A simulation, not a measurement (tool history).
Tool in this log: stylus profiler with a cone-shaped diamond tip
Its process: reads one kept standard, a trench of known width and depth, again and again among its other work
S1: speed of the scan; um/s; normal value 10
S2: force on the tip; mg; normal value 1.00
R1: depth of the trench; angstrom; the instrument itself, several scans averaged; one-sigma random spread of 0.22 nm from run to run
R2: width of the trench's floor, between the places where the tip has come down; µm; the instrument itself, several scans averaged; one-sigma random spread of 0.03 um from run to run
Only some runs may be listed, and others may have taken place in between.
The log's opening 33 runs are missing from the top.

| run | hour | S1 | S2 | R1 | R2 |
|---|---|---|---|---|---|
| 34 | 590.6 | 19 | 0.82 | 10046.7 | 22.64 |
| 35 | 611.7 | 19 | 0.82 | 10050.4 | 22.66 |
| 36 | 629.2 | 13 | 2.86 | 10116.2 | 22.66 |
| 37 | 653.5 | 13 | 0.49 | 10032.7 | 22.61 |
| 38 | 664.8 | 20 | 0.56 | 10036.2 | 22.59 |
| 39 | 677.0 | 7 | 0.73 | 10046.5 | 22.67 |
| 40 | 697.3 | 7 | 0.73 | 10045.8 | 22.64 |
| 41 | 712.6 | 20 | 0.66 | 10038.7 | 22.59 |
| 42 | 728.2 | 20 | 0.66 | 10041.0 | 22.54 |
| 43 | 743.4 | 26 | 2.21 | 10096.1 | 22.55 |
| 44 | 764.6 | 39 | 1.62 | 10078.5 | 22.46 |
| 45 | 786.6 | 39 | 1.62 | 10071.9 | 22.44 |

Each row is a separate what-if for the run after 45, all from the same tool condition, not one after another. Results?
| A | 808.2 | 2 | 1.39 | ? | ? |
| B | 808.2 | 4 | 1.42 | ? | ? |
| C | 808.2 | 5 | 2.49 | ? | ? |

| run | R1 | R2 |
|---|---|---|
| A | 10068.3 | 22.67 |
| B | 10065.7 | 22.67 |
| C | 10097.7 | 22.63 |
Take away the tool's hidden state, keep each run's random variation, and the runs would have read:
| run | R1 | R2 |
|---|---|---|
| A | 10074.7 | 24.02 |
| B | 10072.1 | 24.03 |
| C | 10104.1 | 23.99 |

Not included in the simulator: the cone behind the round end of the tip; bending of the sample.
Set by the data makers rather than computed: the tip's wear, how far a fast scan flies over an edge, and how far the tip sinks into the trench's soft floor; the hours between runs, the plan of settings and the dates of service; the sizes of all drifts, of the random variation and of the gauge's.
